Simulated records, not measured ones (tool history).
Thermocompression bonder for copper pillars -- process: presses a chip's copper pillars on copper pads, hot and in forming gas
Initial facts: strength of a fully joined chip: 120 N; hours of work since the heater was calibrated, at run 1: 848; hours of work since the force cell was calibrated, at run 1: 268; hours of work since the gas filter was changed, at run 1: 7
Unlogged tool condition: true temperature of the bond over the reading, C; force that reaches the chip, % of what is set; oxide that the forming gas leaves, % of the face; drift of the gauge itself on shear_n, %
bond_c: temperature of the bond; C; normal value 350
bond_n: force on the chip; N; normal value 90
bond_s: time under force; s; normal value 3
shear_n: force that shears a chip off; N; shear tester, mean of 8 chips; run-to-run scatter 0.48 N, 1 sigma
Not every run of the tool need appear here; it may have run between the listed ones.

run	hour	bond_c	bond_n	bond_s	hours of work since the heater was calibrated	hours of work since the force cell was calibrated	hours of work since the gas filter was changed	shear_n
1	0	350	90	3	848	268	7	49
2	17.6	350	90	3	856	276	15	47.7
3	34.7	350	107	3	864	285	23	54.1
4	52	350	107	3	872	293	31	54
5	64.2	343	90	3	878	299	37	44
6	76.4	343	90	3	884	305	43	44.1
7	95.6	353	90	3	893	314	52	49.6
8	104.1	362	90	2	897	318	56	48.2
# hour 106.8: force cell calibrated
9	120.3	362	84	7	904	6	63	72.4
10	133.1	373	88	3	911	13	69	63.1
11	145.4	373	88	3	916	18	75	62.6
12	158.1	350	90	6	923	25	81	62.7
13	171.3	350	100	3	929	31	88	51.3

Results per run with the tool's hidden condition removed, run-to-run variation unchanged:
run	shear_n
1	52.2
2	50.9
3	57.6
4	57.5
5	47.3
6	47.4
7	53.1
8	51.5
9	76.1
10	66.5
11	66
12	66.5
13	54.8
